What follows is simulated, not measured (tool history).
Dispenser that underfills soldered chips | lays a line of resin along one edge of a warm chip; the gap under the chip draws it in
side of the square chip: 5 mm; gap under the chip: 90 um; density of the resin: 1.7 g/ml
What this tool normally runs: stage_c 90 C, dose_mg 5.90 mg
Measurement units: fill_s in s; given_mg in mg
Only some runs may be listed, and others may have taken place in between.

run 1 hour=0.0 | stage_c=90 dose_mg=5.90 | fill_s=20.9 given_mg=5.75
-- hour=2.8 new syringe of resin
-- hour=11.3 new syringe of resin
run 2 hour=12.3 | stage_c=90 dose_mg=5.90 | fill_s=17.8 given_mg=5.72
-- hour=20.2 new syringe of resin
run 3 hour=20.4 | stage_c=90 dose_mg=5.90 | fill_s=17.2 given_mg=5.73
-- hour=29.0 new syringe of resin
run 4 hour=33.6 | stage_c=90 dose_mg=5.90 | fill_s=19.6 given_mg=5.71
-- hour=37.6 new syringe of resin
run 5 hour=43.4 | stage_c=90 dose_mg=6.38 | fill_s=19.9 given_mg=6.11
-- hour=46.5 new syringe of resin
-- hour=55.0 new syringe of resin
run 6 hour=55.8 | stage_c=90 dose_mg=7.46 | fill_s=17.1 given_mg=7.12
-- hour=62.0 dispensing valve cleaned and set on the balance
-- hour=64.8 new syringe of resin
run 7 hour=67.7 | stage_c=90 dose_mg=5.90 | fill_s=18.6 given_mg=5.88
-- hour=73.6 new syringe of resin
run 8 hour=76.1 | stage_c=90 dose_mg=5.90 | fill_s=18.3 given_mg=5.86
-- hour=82.0 new syringe of resin
run 9 hour=86.9 | stage_c=103 dose_mg=5.90 | fill_s=13.5 given_mg=5.83
-- hour=90.6 new syringe of resin
run 10 hour=93.5 | stage_c=86 dose_mg=5.90 | fill_s=19.8 given_mg=5.81
-- hour=99.3 new syringe of resin
run 11 hour=105.1 | stage_c=86 dose_mg=5.90 | fill_s=23.6 given_mg=5.70
-- hour=108.6 new syringe of resin
run 12 hour=112.0 | stage_c=86 dose_mg=5.90 | fill_s=21.3 given_mg=5.71
-- hour=117.0 new syringe of resin
-- hour=126.1 new syringe of resin
run 13 hour=126.5 | stage_c=86 dose_mg=5.90 | fill_s=18.7 given_mg=5.70
run 14 hour=133.3 | stage_c=86 dose_mg=5.90 | fill_s=23.8 given_mg=5.66
-- hour=134.8 new syringe of resin
run 15 hour=141.0 | stage_c=86 dose_mg=5.90 | fill_s=23.1 given_mg=5.63
-- hour=143.4 new syringe of resin
-- hour=152.1 new syringe of resin
run 16 hour=152.4 | stage_c=86 dose_mg=5.90 | fill_s=19.9 given_mg=5.63
-- hour=158.5 dispensing valve cleaned and set on the balance
-- hour=161.9 new syringe of resin
run 17 hour=164.5 | stage_c=90 dose_mg=5.90 | fill_s=18.8 given_mg=5.89
-- hour=170.7 new syringe of resin
-- hour=178.9 new syringe of resin
run 18 hour=178.9 | stage_c=90 dose_mg=5.65 | fill_s=17.2 given_mg=5.61
-- hour=187.2 new syringe of resin
run 19 hour=191.7 | stage_c=76 dose_mg=5.56 | fill_s=30.6 given_mg=5.48
-- hour=195.6 new syringe of resin
run 20 hour=201.3 | stage_c=76 dose_mg=5.56 | fill_s=32.9 given_mg=5.42

Run 21 is up next; what results do you expect?
-- hour=204.3 new syringe of resin
run 21 hour=207.3 | stage_c=76 dose_mg=5.56 | fill_s=? given_mg=?

Run 21 came out at fill_s 29.3 s, given_mg 5.42 mg.
Had the tool carried no hidden state, the very same run would have given fill_s 26.8 s, given_mg 5.57 mg.

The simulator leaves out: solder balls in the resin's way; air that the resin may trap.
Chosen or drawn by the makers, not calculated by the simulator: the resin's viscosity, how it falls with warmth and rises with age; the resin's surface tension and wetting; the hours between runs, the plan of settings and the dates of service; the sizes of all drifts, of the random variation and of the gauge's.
